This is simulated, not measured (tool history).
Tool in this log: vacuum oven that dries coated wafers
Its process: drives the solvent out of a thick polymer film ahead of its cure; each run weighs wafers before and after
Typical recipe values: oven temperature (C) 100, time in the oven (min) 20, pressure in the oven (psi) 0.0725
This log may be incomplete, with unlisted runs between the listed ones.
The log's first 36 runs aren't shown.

run	hour	oven temperature (C)	time in the oven (min)	pressure in the oven (psi)	hours of work since the thermocouples were calibrated	hours of work since the vacuum gauge was cleaned of residue	solvent left in the film (%)
37	338.7	113	14	0.0920	204	25	4.32
38	352.2	114	26	0.0725	212	34	1.14
39	365.5	101	13	0.1028	221	42	8.13
40	376.9	100	12	0.1004	228	50	8.96
41	389.9	100	12	0.1004	236	58	8.98
42	396.5	100	12	0.1004	240	62	8.98
43	407.5	89	11	0.1403	247	69	12.54
44	420.0	97	14	0.0725	255	77	8.75
45	427.1	100	32	0.0725	260	81	2.70
46	433.7	100	32	0.0725	264	85	2.72

5 ways to go on from here, each from the tool as it stands after run 46. What would each give?
A	446.0	100	32	0.1239	272	93	?
B	446.0	94	18	0.0395	272	93	?
C	446.0	94	32	0.0769	272	93	?
D	446.0	103	32	0.0725	272	93	?
E	446.0	104	25	0.1578	272	93	?

run	solvent left in the film (%)
A	2.85
B	7.96
C	4.20
D	2.10
E	3.24
Stripped of hidden state, with their random variation kept, the same runs would have yielded:
run	solvent left in the film (%)
A	2.81
B	7.92
C	4.15
D	2.06
E	3.20
